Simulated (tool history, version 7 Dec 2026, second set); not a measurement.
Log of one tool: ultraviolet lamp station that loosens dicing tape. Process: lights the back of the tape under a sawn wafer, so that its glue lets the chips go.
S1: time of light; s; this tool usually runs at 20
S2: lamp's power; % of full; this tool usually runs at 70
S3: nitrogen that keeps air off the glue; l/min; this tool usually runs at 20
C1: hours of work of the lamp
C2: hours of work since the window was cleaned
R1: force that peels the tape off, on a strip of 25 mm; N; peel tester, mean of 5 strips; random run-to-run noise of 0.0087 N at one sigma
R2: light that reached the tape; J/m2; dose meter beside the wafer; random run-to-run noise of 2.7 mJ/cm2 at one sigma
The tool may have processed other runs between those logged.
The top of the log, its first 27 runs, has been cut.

run,day,S1,S2,S3,C1,C2,R1,R2
28,12.708,27,71,20,399,61,0.353,3720
29,13.212,27,71,20,405,68,0.346,3700
30,13.867,20,80,28,414,77,0.376,3040
31,14.408,20,68,6,421,84,0.845,2610
32,14.742,25,70,20,425,88,0.375,3330
33,15.404,22,76,20,434,97,0.394,3140
34,15.821,22,76,20,439,102,0.397,3100
35,16.212,13,70,20,445,107,0.896,1650

5 ways to go on from here, each from the tool as it stands after run 35. What would each give?
A,16.858,20,84,20,453,116,?,?
B,16.858,13,83,10,453,116,?,?
C,16.858,16,97,20,453,116,?,?
D,16.858,13,97,20,453,116,?,?
E,16.858,20,63,20,453,116,?,?

run,R1,R2
A,0.414,3090
B,0.925,1980
C,0.448,2890
D,0.593,2360
E,0.583,2300
With the hidden condition removed and each run's random variation left untouched, the same runs would have given:
run,R1,R2
A,0.301,4290
B,0.626,2750
C,0.314,4000
D,0.397,3260
E,0.391,3200
